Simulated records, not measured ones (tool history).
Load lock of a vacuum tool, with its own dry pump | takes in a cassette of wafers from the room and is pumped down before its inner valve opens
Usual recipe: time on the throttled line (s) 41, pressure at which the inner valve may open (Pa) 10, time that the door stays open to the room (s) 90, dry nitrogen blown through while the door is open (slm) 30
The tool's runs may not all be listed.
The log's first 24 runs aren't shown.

run,day,time on the throttled line (s),pressure at which the inner valve may open (Pa),time that the door stays open to the room (s),dry nitrogen blown through while the door is open (slm),"incoming humidity of the room's air, %",time from the closed door until the inner valve may open (s),rise of the pressure with all valves shut (Pa/min)
25,301.454,41,18,90,42,48.1,102.3,0.042
26,310.954,41,19,180,30,48.7,101.8,0.057
27,328.058,41,19,180,30,41.3,101.4,0.061
28,342.996,41,19,180,30,46.0,102.4,0.075
29,350.304,27,19,85,30,45.5,93.5,0.081
30,358.446,27,19,85,30,46.4,94.0,0.082
31,370.325,36,19,51,10,47.8,100.5,0.102
32,385.100,36,19,112,10,42.3,100.0,0.112
33,403.017,36,19,112,10,39.7,99.0,0.131
34,412.329,70,10,174,30,47.0,127.1,0.140
35,429.404,70,7,174,9,45.4,132.4,0.163
36,446.129,70,10,174,9,42.7,127.8,0.177
37,456.229,41,10,90,40,45.3,111.7,0.165

Below are 4 alternative next runs, each starting from the tool's condition after run 37. Predict each:
A,470.900,23,10,132,30,44.8,?,?
B,470.900,41,10,90,18,44.3,?,?
C,470.900,55,10,71,15,46.5,?,?
D,470.900,41,10,64,8,44.4,?,?

run,time from the closed door until the inner valve may open (s),rise of the pressure with all valves shut (Pa/min)
A,100.9,0.185
B,110.9,0.189
C,119.9,0.188
D,113.2,0.193
Had the tool no hidden state, the same runs would have come out as:
run,time from the closed door until the inner valve may open (s),rise of the pressure with all valves shut (Pa/min)
A,80.3,0.011
B,92.4,0.015
C,102.8,0.012
D,94.4,0.017
